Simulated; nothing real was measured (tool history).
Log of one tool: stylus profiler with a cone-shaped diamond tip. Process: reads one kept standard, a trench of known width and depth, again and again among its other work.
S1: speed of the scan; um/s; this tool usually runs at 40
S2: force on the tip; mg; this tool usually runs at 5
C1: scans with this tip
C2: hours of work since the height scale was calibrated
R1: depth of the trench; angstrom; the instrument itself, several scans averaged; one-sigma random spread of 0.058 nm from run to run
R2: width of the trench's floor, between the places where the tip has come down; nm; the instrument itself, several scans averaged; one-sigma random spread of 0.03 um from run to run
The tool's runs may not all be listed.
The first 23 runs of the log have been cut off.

run   hour   S1    S2     C1   C2      R1     R2
 24  363.9   11  6.28  11016  100  1021.3  48140
     367.7  -- height scale calibrated on a step standard, once more
 25  373.6   11  6.28  11115    5  1027.7  48060
 26  391.1   33  4.16  11303   18  1020.5  47960
       402  -- new tip fitted, height scale calibrated
 27  405.4  138  4.16     36    3  1021.2  48150
 28  426.5   87  7.42    262   19  1030.1  48430
 29  445.3   87  7.42    463   34  1030.4  48440
 30    459   87  7.42    610   45  1029.9  48400
 31    471   87  7.42    739   54    1031  48360
 32    486   87  7.42    900   66  1030.4  48380
 33    496   21  4.82   1008   74  1023.1  48570
 34  512.1   27     5   1181   86  1024.8  48590
 35  524.9   55     5   1317   96  1023.1  48440
 36  545.7   55     5   1540  112  1023.5  48440

Forecast each of these 4 alternatives for the next run:
  A  561.3  19   8.42  1708  125   ?   ?
  B  561.3  12  11.25  1708  125   ?   ?
  C  561.3  49   3.19  1708  125   ?   ?
  D  561.3  20      5  1708  125   ?   ?

run      R1     R2
  A  1032.9  48590
  B  1039.9  48600
  C  1016.7  48370
  D  1022.9  48540
Take away the tool's hidden state, keep each run's random variation, and the runs would have read:
run      R1     R2
  A  1033.1  48690
  B  1040.2  48700
  C  1016.9  48460
  D  1023.1  48640
